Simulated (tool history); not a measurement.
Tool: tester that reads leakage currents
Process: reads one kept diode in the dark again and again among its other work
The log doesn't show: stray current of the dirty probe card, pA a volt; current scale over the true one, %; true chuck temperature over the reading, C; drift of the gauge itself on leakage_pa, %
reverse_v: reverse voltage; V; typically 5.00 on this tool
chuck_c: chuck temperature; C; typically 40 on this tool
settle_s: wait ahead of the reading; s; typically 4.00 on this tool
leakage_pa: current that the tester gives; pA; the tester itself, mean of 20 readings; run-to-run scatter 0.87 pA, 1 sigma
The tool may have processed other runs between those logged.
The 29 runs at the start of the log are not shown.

run,hour,reverse_v,chuck_c,settle_s,hours of work since the probe card was cleaned,hours of work since the tester was calibrated,hours of work since the chuck was calibrated,leakage_pa
30,893.7,5.00,22,0.40,81,1626,21,90.42
31,923.0,16.58,39,1.23,100,1645,40,563.63
# hour 932.5: probe card cleaned and baked, once more
32,943.6,1.48,39,0.80,7,1657,51,139.02
33,973.5,2.17,33,1.35,27,1676,71,113.21
34,997.5,5.00,26,9.34,42,1692,86,107.34
35,1038.5,5.00,26,9.34,69,1718,113,107.74
36,1074.9,4.37,26,1.79,92,1742,136,101.15
37,1114.2,5.09,40,4.00,118,1767,162,298.34
38,1141.7,5.09,40,4.00,136,1785,180,300.77
39,1165.9,5.09,40,4.00,151,1801,195,301.35

Branching from run 39: 4 alternative next runs. What would each branch give?
A,1191.2,1.46,57,1.17,168,1817,212,?
B,1191.2,1.41,50,6.58,168,1817,212,?
C,1191.2,5.00,40,0.99,168,1817,212,?
D,1191.2,5.00,21,3.95,168,1817,212,?

run,leakage_pa
A,453.22
B,285.98
C,299.24
D,76.16
Had the tool no hidden state, the same runs would have come out as:
run,leakage_pa
A,442.98
B,279.11
C,291.09
D,73.33
